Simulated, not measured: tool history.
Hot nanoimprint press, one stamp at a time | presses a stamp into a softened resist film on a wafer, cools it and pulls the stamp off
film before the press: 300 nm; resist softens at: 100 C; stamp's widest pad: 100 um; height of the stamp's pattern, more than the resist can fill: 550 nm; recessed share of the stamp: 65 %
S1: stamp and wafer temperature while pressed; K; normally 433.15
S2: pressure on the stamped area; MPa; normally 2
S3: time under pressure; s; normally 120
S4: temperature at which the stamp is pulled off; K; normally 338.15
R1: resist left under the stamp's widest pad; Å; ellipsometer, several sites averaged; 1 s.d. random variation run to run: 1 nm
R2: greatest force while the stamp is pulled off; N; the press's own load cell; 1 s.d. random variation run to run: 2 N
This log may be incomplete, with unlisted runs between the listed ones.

| run | hour | S1 | S2 | S3 | S4 | R1 | R2 |
|---|---|---|---|---|---|---|---|
| 1 | 0 | 433.15 | 2 | 120 | 338.15 | 1474 | 137 |
| 2 | 67.7 | 433.15 | 2.94 | 120 | 338.15 | 1265 | 138 |
| 3 | 132 | 433.15 | 2.94 | 120 | 338.15 | 1248 | 134 |
| 4 | 170.3 | 433.15 | 2.94 | 120 | 338.15 | 1245 | 142 |
| 5 | 235.8 | 433.15 | 2.94 | 120 | 338.15 | 1253 | 139 |
| 6 | 290.6 | 433.15 | 2.94 | 120 | 338.15 | 1233 | 141 |
| 7 | 368.7 | 433.15 | 2.94 | 120 | 338.15 | 1261 | 133 |
| 8 | 417.7 | 433.15 | 2.94 | 120 | 338.15 | 1260 | 142 |
| 9 | 485.7 | 433.15 | 2.94 | 120 | 338.15 | 1263 | 138 |
| 10 | 552.4 | 433.15 | 2.94 | 120 | 338.15 | 1251 | 138 |
| 11 | 596.5 | 433.15 | 2.94 | 120 | 338.15 | 1254 | 139 |
| 12 | 653.7 | 433.15 | 2.94 | 120 | 338.15 | 1252 | 137 |
| 13 | 685.2 | 433.15 | 2.94 | 120 | 338.15 | 1249 | 136 |
| 14 | 743.7 | 433.15 | 2 | 165 | 338.15 | 1294 | 140 |
| 15 | 781.7 | 433.15 | 2 | 120 | 338.15 | 1470 | 138 |
| 16 | 815.4 | 433.15 | 1.28 | 120 | 330.15 | 1729 | 175 |
| 17 | 854.6 | 433.15 | 1.28 | 162 | 330.15 | 1537 | 170 |
| 18 | 899.6 | 433.15 | 1.28 | 162 | 330.15 | 1543 | 172 |
| 19 | 964.5 | 433.15 | 1.28 | 162 | 330.15 | 1539 | 171 |
| 20 | 1030.6 | 433.15 | 1.5 | 162 | 330.15 | 1456 | 170 |
| 21 | 1073.8 | 441.15 | 2 | 238 | 338.15 | 630 | 139 |
| 22 | 1128.8 | 433.15 | 2 | 67 | 338.15 | 1786 | 139 |
| 23 | 1174.9 | 433.15 | 2 | 67 | 338.15 | 1796 | 140 |
| 24 | 1247.7 | 437.15 | 2.32 | 101 | 338.15 | 1135 | 138 |
| 25 | 1293 | 437.15 | 2.05 | 101 | 336.15 | 1213 | 146 |
| 26 | 1349.5 | 437.15 | 2.05 | 101 | 336.15 | 1220 | 147 |
| 27 | 1419.3 | 434.15 | 2 | 120 | 338.15 | 1368 | 139 |
| 28 | 1487.3 | 439.15 | 1.48 | 120 | 329.15 | 1123 | 177 |
| 29 | 1542.2 | 439.15 | 1.48 | 120 | 329.15 | 1147 | 175 |

Taken out of this log: 6 entries between the listed runs. Where each belongs, and how the hidden state differs across it:
In the gap between runs 4 and 5: plate thermocouple calibrated (hour 182.2)
  true temperature over the reading, C: -0.05 -> -0.01; grip of the stamp's worn release coat, % over a new coat's: 0.1 -> 0.2
In the gap between runs 6 and 7: stamp cleaned and given a new release coat (hour 361.4)
  pressure that arrives at the usual setting, %: 99.97 -> 99.96; grip of the stamp's worn release coat, % over a new coat's: 0.2 -> 0
In the gap between runs 14 and 15: stamp cleaned and given a new release coat (hour 774.7)
  grip of the stamp's worn release coat, % over a new coat's: 0.3 -> 0
In the gap between runs 23 and 24: stamp cleaned and given a new release coat (hour 1187.2)
  grip of the stamp's worn release coat, % over a new coat's: 0.3 -> 0
In the gap between runs 24 and 25: plate thermocouple calibrated (hour 1256.2)
  true temperature over the reading, C: -0.05 -> 0; grip of the stamp's worn release coat, % over a new coat's: 0 -> 0.1
In the gap between runs 27 and 28: press's hydraulic seals changed and the load cell set to zero (hour 1446)
  pressure that arrives at the usual setting, %: 99.91 -> 100

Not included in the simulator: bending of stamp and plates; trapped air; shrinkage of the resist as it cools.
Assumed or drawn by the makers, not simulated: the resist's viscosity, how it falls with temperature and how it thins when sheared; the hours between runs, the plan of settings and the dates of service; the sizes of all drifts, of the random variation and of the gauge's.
